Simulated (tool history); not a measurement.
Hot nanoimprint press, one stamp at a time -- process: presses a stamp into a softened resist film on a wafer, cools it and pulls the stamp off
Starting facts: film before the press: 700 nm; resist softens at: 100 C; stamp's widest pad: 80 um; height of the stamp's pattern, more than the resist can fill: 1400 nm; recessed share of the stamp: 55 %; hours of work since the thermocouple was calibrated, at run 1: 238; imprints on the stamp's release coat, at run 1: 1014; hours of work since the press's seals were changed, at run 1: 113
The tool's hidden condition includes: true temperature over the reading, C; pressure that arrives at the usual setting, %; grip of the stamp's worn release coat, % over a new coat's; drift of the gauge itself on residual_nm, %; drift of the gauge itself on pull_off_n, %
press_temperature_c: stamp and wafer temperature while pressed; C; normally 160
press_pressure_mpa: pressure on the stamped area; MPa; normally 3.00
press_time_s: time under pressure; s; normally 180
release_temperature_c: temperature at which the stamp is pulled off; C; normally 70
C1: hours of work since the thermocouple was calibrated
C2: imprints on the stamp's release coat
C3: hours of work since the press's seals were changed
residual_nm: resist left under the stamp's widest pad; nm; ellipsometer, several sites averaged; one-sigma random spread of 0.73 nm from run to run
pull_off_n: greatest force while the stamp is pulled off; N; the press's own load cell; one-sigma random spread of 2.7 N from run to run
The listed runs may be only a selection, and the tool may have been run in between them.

{"run": 1, "hour": 0.0, "press_temperature_c": 160, "press_pressure_mpa": 3.0, "press_time_s": 180, "release_temperature_c": 70, "C1": 238, "C2": 1014, "C3": 113, "residual_nm": 300.4, "pull_off_n": 123}
{"hour": 25.7, "done": "plate thermocouple calibrated"}
{"run": 2, "hour": 28.1, "press_temperature_c": 165, "press_pressure_mpa": 3.0, "press_time_s": 180, "release_temperature_c": 70, "C1": 2, "C2": 1080, "C3": 131, "residual_nm": 237.3, "pull_off_n": 125}
{"run": 3, "hour": 51.9, "press_temperature_c": 165, "press_pressure_mpa": 3.0, "press_time_s": 180, "release_temperature_c": 59, "C1": 19, "C2": 1142, "C3": 149, "residual_nm": 237.4, "pull_off_n": 134}
{"run": 4, "hour": 76.3, "press_temperature_c": 165, "press_pressure_mpa": 3.0, "press_time_s": 180, "release_temperature_c": 59, "C1": 37, "C2": 1205, "C3": 167, "residual_nm": 237.4, "pull_off_n": 136}
{"run": 5, "hour": 114.0, "press_temperature_c": 165, "press_pressure_mpa": 3.0, "press_time_s": 121, "release_temperature_c": 59, "C1": 65, "C2": 1303, "C3": 195, "residual_nm": 277.7, "pull_off_n": 133}
{"run": 6, "hour": 144.0, "press_temperature_c": 165, "press_pressure_mpa": 3.0, "press_time_s": 121, "release_temperature_c": 59, "C1": 87, "C2": 1381, "C3": 217, "residual_nm": 277.9, "pull_off_n": 134}
{"run": 7, "hour": 179.7, "press_temperature_c": 165, "press_pressure_mpa": 3.0, "press_time_s": 121, "release_temperature_c": 59, "C1": 113, "C2": 1474, "C3": 243, "residual_nm": 278.9, "pull_off_n": 137}
{"run": 8, "hour": 205.4, "press_temperature_c": 165, "press_pressure_mpa": 3.0, "press_time_s": 121, "release_temperature_c": 59, "C1": 132, "C2": 1541, "C3": 262, "residual_nm": 277.4, "pull_off_n": 135}
{"hour": 213.7, "done": "stamp cleaned and given a new release coat"}
{"run": 9, "hour": 241.1, "press_temperature_c": 165, "press_pressure_mpa": 3.0, "press_time_s": 121, "release_temperature_c": 59, "C1": 154, "C2": 72, "C3": 284, "residual_nm": 278.5, "pull_off_n": 131}
{"run": 10, "hour": 261.2, "press_temperature_c": 160, "press_pressure_mpa": 3.0, "press_time_s": 180, "release_temperature_c": 70, "C1": 169, "C2": 124, "C3": 299, "residual_nm": 298.9, "pull_off_n": 124}
{"run": 11, "hour": 278.6, "press_temperature_c": 160, "press_pressure_mpa": 3.0, "press_time_s": 180, "release_temperature_c": 70, "C1": 182, "C2": 170, "C3": 311, "residual_nm": 300.3, "pull_off_n": 127}
{"run": 12, "hour": 300.8, "press_temperature_c": 160, "press_pressure_mpa": 2.56, "press_time_s": 180, "release_temperature_c": 70, "C1": 198, "C2": 228, "C3": 328, "residual_nm": 321.9, "pull_off_n": 123}
{"run": 13, "hour": 321.8, "press_temperature_c": 171, "press_pressure_mpa": 3.0, "press_time_s": 180, "release_temperature_c": 70, "C1": 214, "C2": 282, "C3": 343, "residual_nm": 180.4, "pull_off_n": 122}
{"run": 14, "hour": 339.5, "press_temperature_c": 171, "press_pressure_mpa": 3.0, "press_time_s": 180, "release_temperature_c": 70, "C1": 227, "C2": 328, "C3": 356, "residual_nm": 180.6, "pull_off_n": 127}
{"run": 15, "hour": 366.9, "press_temperature_c": 160, "press_pressure_mpa": 3.0, "press_time_s": 180, "release_temperature_c": 70, "C1": 247, "C2": 400, "C3": 376, "residual_nm": 297.4, "pull_off_n": 122}
{"hour": 382.7, "done": "plate thermocouple calibrated"}
{"run": 16, "hour": 395.9, "press_temperature_c": 160, "press_pressure_mpa": 3.0, "press_time_s": 180, "release_temperature_c": 70, "C1": 10, "C2": 468, "C3": 396, "residual_nm": 299.2, "pull_off_n": 125}
{"run": 17, "hour": 415.7, "press_temperature_c": 155, "press_pressure_mpa": 3.08, "press_time_s": 180, "release_temperature_c": 70, "C1": 24, "C2": 519, "C3": 410, "residual_nm": 371.4, "pull_off_n": 123}
{"run": 18, "hour": 436.3, "press_temperature_c": 160, "press_pressure_mpa": 3.0, "press_time_s": 180, "release_temperature_c": 61, "C1": 39, "C2": 573, "C3": 425, "residual_nm": 297.4, "pull_off_n": 130}
{"run": 19, "hour": 472.5, "press_temperature_c": 160, "press_pressure_mpa": 3.0, "press_time_s": 180, "release_temperature_c": 61, "C1": 66, "C2": 667, "C3": 452, "residual_nm": 296.1, "pull_off_n": 133}
{"run": 20, "hour": 491.4, "press_temperature_c": 160, "press_pressure_mpa": 3.0, "press_time_s": 214, "release_temperature_c": 61, "C1": 80, "C2": 716, "C3": 466, "residual_nm": 277.6, "pull_off_n": 133}
{"run": 21, "hour": 520.7, "press_temperature_c": 160, "press_pressure_mpa": 3.0, "press_time_s": 163, "release_temperature_c": 61, "C1": 102, "C2": 793, "C3": 487, "residual_nm": 309.2, "pull_off_n": 135}
{"run": 22, "hour": 546.7, "press_temperature_c": 159, "press_pressure_mpa": 3.0, "press_time_s": 214, "release_temperature_c": 60, "C1": 121, "C2": 861, "C3": 507, "residual_nm": 291.2, "pull_off_n": 133}
{"run": 23, "hour": 571.7, "press_temperature_c": 168, "press_pressure_mpa": 2.51, "press_time_s": 180, "release_temperature_c": 69, "C1": 139, "C2": 926, "C3": 525, "residual_nm": 224.3, "pull_off_n": 124}
{"run": 24, "hour": 594.7, "press_temperature_c": 160, "press_pressure_mpa": 3.0, "press_time_s": 180, "release_temperature_c": 76, "C1": 156, "C2": 986, "C3": 542, "residual_nm": 296.9, "pull_off_n": 116}
{"run": 25, "hour": 614.5, "press_temperature_c": 160, "press_pressure_mpa": 3.0, "press_time_s": 180, "release_temperature_c": 76, "C1": 171, "C2": 1037, "C3": 556, "residual_nm": 297.1, "pull_off_n": 122}
{"run": 26, "hour": 644.6, "press_temperature_c": 151, "press_pressure_mpa": 3.0, "press_time_s": 180, "release_temperature_c": 67, "C1": 193, "C2": 1116, "C3": 579, "residual_nm": 444.8, "pull_off_n": 122}
{"run": 27, "hour": 673.2, "press_temperature_c": 162, "press_pressure_mpa": 3.0, "press_time_s": 180, "release_temperature_c": 76, "C1": 214, "C2": 1190, "C3": 600, "residual_nm": 270.3, "pull_off_n": 116}
{"run": 28, "hour": 710.1, "press_temperature_c": 162, "press_pressure_mpa": 3.0, "press_time_s": 180, "release_temperature_c": 76, "C1": 241, "C2": 1286, "C3": 627, "residual_nm": 269.9, "pull_off_n": 116}
{"hour": 733.9, "done": "plate thermocouple calibrated"}
{"run": 29, "hour": 747.6, "press_temperature_c": 162, "press_pressure_mpa": 3.0, "press_time_s": 180, "release_temperature_c": 76, "C1": 10, "C2": 1376, "C3": 652, "residual_nm": 269.0, "pull_off_n": 119}
{"run": 30, "hour": 765.0, "press_temperature_c": 154, "press_pressure_mpa": 3.81, "press_time_s": 280, "release_temperature_c": 71, "C1": 23, "C2": 1422, "C3": 665, "residual_nm": 301.2, "pull_off_n": 123}
{"run": 31, "hour": 799.5, "press_temperature_c": 154, "press_pressure_mpa": 3.81, "press_time_s": 280, "release_temperature_c": 71, "C1": 48, "C2": 1511, "C3": 690, "residual_nm": 300.4, "pull_off_n": 125}

3 ways to go on from here, each from the tool as it stands after run 31. What would each give?
{"hour": 819.0, "done": "stamp cleaned and given a new release coat"}
{"run": "A", "hour": 822.7, "press_temperature_c": 154, "press_pressure_mpa": 1.83, "press_time_s": 139, "release_temperature_c": 69, "C1": 61, "C2": 9, "C3": 703, "residual_nm": "?", "pull_off_n": "?"}
{"hour": 819.0, "done": "stamp cleaned and given a new release coat"}
{"run": "B", "hour": 822.7, "press_temperature_c": 160, "press_pressure_mpa": 4.55, "press_time_s": 171, "release_temperature_c": 70, "C1": 61, "C2": 9, "C3": 703, "residual_nm": "?", "pull_off_n": "?"}
{"hour": 819.0, "done": "stamp cleaned and given a new release coat"}
{"run": "C", "hour": 822.7, "press_temperature_c": 154, "press_pressure_mpa": 2.04, "press_time_s": 133, "release_temperature_c": 71, "C1": 61, "C2": 9, "C3": 703, "residual_nm": "?", "pull_off_n": "?"}

run=A residual_nm=496.4 pull_off_n=123
run=B residual_nm=248.1 pull_off_n=123
run=C residual_nm=488.1 pull_off_n=123
Without the tool's unlogged condition, the same runs would have read:
run=A residual_nm=503.1 pull_off_n=123
run=B residual_nm=251.4 pull_off_n=123
run=C residual_nm=494.7 pull_off_n=123
